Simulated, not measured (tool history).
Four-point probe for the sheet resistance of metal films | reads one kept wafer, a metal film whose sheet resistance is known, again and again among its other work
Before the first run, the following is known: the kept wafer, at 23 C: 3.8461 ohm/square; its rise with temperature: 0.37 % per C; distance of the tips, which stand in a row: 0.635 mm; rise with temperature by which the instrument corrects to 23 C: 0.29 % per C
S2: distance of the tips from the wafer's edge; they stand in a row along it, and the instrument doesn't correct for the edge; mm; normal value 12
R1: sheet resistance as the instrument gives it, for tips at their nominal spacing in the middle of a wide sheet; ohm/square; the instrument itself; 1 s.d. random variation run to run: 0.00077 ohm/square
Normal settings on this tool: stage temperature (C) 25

{"run": 1, "hour": 0.0, "stage temperature (C)": 25, "S2": 12, "R1": 3.886938}
{"run": 2, "hour": 100.8, "stage temperature (C)": 25, "S2": 12, "R1": 3.885505}
{"run": 3, "hour": 195.9, "stage temperature (C)": 19, "S2": 12, "R1": 3.868718}
{"run": 4, "hour": 251.4, "stage temperature (C)": 19, "S2": 12, "R1": 3.868547}
{"run": 5, "hour": 330.7, "stage temperature (C)": 19, "S2": 12, "R1": 3.868946}
{"run": 6, "hour": 447.3, "stage temperature (C)": 19, "S2": 12, "R1": 3.868313}
{"run": 7, "hour": 560.4, "stage temperature (C)": 19, "S2": 8, "R1": 3.877262}
{"run": 8, "hour": 680.3, "stage temperature (C)": 25, "S2": 12, "R1": 3.88926}
{"run": 9, "hour": 797.6, "stage temperature (C)": 25, "S2": 12, "R1": 3.890161}
{"run": 10, "hour": 850.4, "stage temperature (C)": 25, "S2": 12, "R1": 3.890071}
{"run": 11, "hour": 908.4, "stage temperature (C)": 25, "S2": 12, "R1": 3.891006}
{"run": 12, "hour": 978.3, "stage temperature (C)": 25, "S2": 12, "R1": 3.864984}
{"run": 13, "hour": 1069.7, "stage temperature (C)": 19, "S2": 12, "R1": 3.845007}
{"run": 14, "hour": 1134.0, "stage temperature (C)": 19, "S2": 12, "R1": 3.844081}
{"run": 15, "hour": 1257.2, "stage temperature (C)": 23, "S2": 12, "R1": 3.859022}
{"run": 16, "hour": 1351.0, "stage temperature (C)": 23, "S2": 12, "R1": 3.863041}
{"run": 17, "hour": 1434.9, "stage temperature (C)": 23, "S2": 12, "R1": 3.86409}
{"run": 18, "hour": 1529.5, "stage temperature (C)": 23, "S2": 12, "R1": 3.863301}
{"run": 19, "hour": 1642.6, "stage temperature (C)": 23, "S2": 12, "R1": 3.864062}
{"run": 20, "hour": 1737.8, "stage temperature (C)": 23, "S2": 12, "R1": 3.864293}
{"run": 21, "hour": 1851.3, "stage temperature (C)": 28, "S2": 12, "R1": 3.880544}
{"run": 22, "hour": 1959.7, "stage temperature (C)": 24, "S2": 56, "R1": 3.864057}
{"run": 23, "hour": 2079.2, "stage temperature (C)": 24, "S2": 4, "R1": 3.916104}
{"run": 24, "hour": 2146.4, "stage temperature (C)": 34, "S2": 50, "R1": 3.895845}
{"run": 25, "hour": 2246.1, "stage temperature (C)": 34, "S2": 50, "R1": 3.895258}
{"run": 26, "hour": 2297.5, "stage temperature (C)": 34, "S2": 50, "R1": 3.894708}
{"run": 27, "hour": 2385.2, "stage temperature (C)": 34, "S2": 50, "R1": 3.895417}
{"run": 28, "hour": 2497.5, "stage temperature (C)": 34, "S2": 50, "R1": 3.89655}
{"run": 29, "hour": 2619.6, "stage temperature (C)": 35, "S2": 9, "R1": 3.909921}
{"run": 30, "hour": 2700.4, "stage temperature (C)": 23, "S2": 73, "R1": 3.865294}
{"run": 31, "hour": 2754.2, "stage temperature (C)": 33, "S2": 12, "R1": 3.90143}
{"run": 32, "hour": 2874.7, "stage temperature (C)": 18, "S2": 7, "R1": 3.866906}
{"run": 33, "hour": 2980.5, "stage temperature (C)": 22, "S2": 9, "R1": 3.87262}
{"run": 34, "hour": 3075.9, "stage temperature (C)": 28, "S2": 19, "R1": 3.884775}
{"run": 35, "hour": 3142.4, "stage temperature (C)": 25, "S2": 10, "R1": 3.882048}
{"run": 36, "hour": 3203.6, "stage temperature (C)": 34, "S2": 4, "R1": 3.953318}
{"run": 37, "hour": 3287.3, "stage temperature (C)": 30, "S2": 23, "R1": 3.891709}
{"run": 38, "hour": 3373.2, "stage temperature (C)": 30, "S2": 44, "R1": 3.89095}

Withheld: 3 entries from between the runs. Position of each, and hidden state at the listed run before versus the listed run after:
Logged between run 11 and run 12: new probe head fitted (hour 965.9)
  inner tips' distance over the nominal, %: 0.86 -> 0.206; tips' flats over new ones', %: 74 -> 0; wafer's true temperature over the reading, C: -0.25 -> -0.26
  difference, measured minus the result without the unlogged condition, R1: +0.032314 -> +0.004855 ohm/square
Logged between run 14 and run 15: stage's thermometer calibrated (hour 1143.8)
  inner tips' distance over the nominal, %: 0.234 -> 0.256; tips' flats over new ones', %: 3 -> 6; wafer's true temperature over the reading, C: -0.29 -> -0.37
  difference, measured minus the result without the unlogged condition, R1: +0.005551 -> +0.005443 ohm/square
Logged between run 15 and run 16: stage's thermometer calibrated, once more (hour 1317.4)
  inner tips' distance over the nominal, %: 0.256 -> 0.274; tips' flats over new ones', %: 6 -> 8; wafer's true temperature over the reading, C: -0.37 -> -0.03
  difference, measured minus the result without the unlogged condition, R1: +0.005443 -> +0.011027 ohm/square
